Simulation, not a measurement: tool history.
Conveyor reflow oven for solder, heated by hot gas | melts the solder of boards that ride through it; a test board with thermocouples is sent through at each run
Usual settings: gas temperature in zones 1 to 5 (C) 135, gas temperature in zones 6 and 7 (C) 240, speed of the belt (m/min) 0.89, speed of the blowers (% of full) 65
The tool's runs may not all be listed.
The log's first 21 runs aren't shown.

| run | hour | gas temperature in zones 1 to 5 (C) | gas temperature in zones 6 and 7 (C) | speed of the belt (m/min) | speed of the blowers (% of full) | hours of work since the flux was cleaned out | hours of work since the belt drive was overhauled | hours of work since the thermocouples were changed | highest temperature of the board (C) | time above the solder's melting point (s) |
|---|---|---|---|---|---|---|---|---|---|---|
| 22 | 1016.3 | 130 | 251 | 0.746 | 75 | 47 | 787 | 385 | 239.1 | 49.3 |
| 23 | 1045.4 | 135 | 240 | 0.89 | 77 | 62 | 802 | 400 | 224.5 | 37.9 |
| 24 | 1078.8 | 135 | 240 | 0.89 | 77 | 78 | 818 | 416 | 224.1 | 37.6 |
| 25 | 1138.4 | 135 | 240 | 0.89 | 77 | 108 | 848 | 446 | 223.9 | 38.3 |
| 26 | 1200.4 | 136 | 240 | 0.79 | 57 | 139 | 879 | 477 | 223.4 | 42.5 |
| 27 | 1267.4 | 145 | 244 | 0.852 | 60 | 172 | 912 | 510 | 227.9 | 42.2 |
| 28 | 1309.6 | 128 | 237 | 0.745 | 84 | 193 | 933 | 531 | 227.2 | 45.5 |
| 29 | 1348 | 128 | 237 | 0.745 | 84 | 212 | 952 | 550 | 226.7 | 45.6 |
| 30 | 1393.6 | 128 | 237 | 0.745 | 84 | 235 | 975 | 572 | 227.2 | 45.8 |
| 31 | 1426.5 | 128 | 237 | 0.745 | 84 | 251 | 991 | 589 | 227 | 45.7 |

4 ways to go on from here, each from the tool as it stands after run 31. What would each give?
| A | 1467.2 | 125 | 237 | 0.864 | 89 | 271 | 1011 | 609 | ? | ? |
| B | 1467.2 | 135 | 240 | 0.89 | 59 | 271 | 1011 | 609 | ? | ? |
| C | 1467.2 | 135 | 240 | 0.89 | 75 | 271 | 1011 | 609 | ? | ? |
| D | 1467.2 | 128 | 238 | 0.745 | 84 | 271 | 1011 | 609 | ? | ? |

| run | highest temperature of the board (C) | time above the solder's melting point (s) |
|---|---|---|
| A | 223.8 | 37.8 |
| B | 219.3 | 35.1 |
| C | 224.1 | 38 |
| D | 228.2 | 45.4 |
Without the tool's hidden state the same runs would have given:
| run | highest temperature of the board (C) | time above the solder's melting point (s) |
|---|---|---|
| A | 223.7 | 37.7 |
| B | 219.3 | 35 |
| C | 224 | 37.9 |
| D | 228.2 | 45.4 |
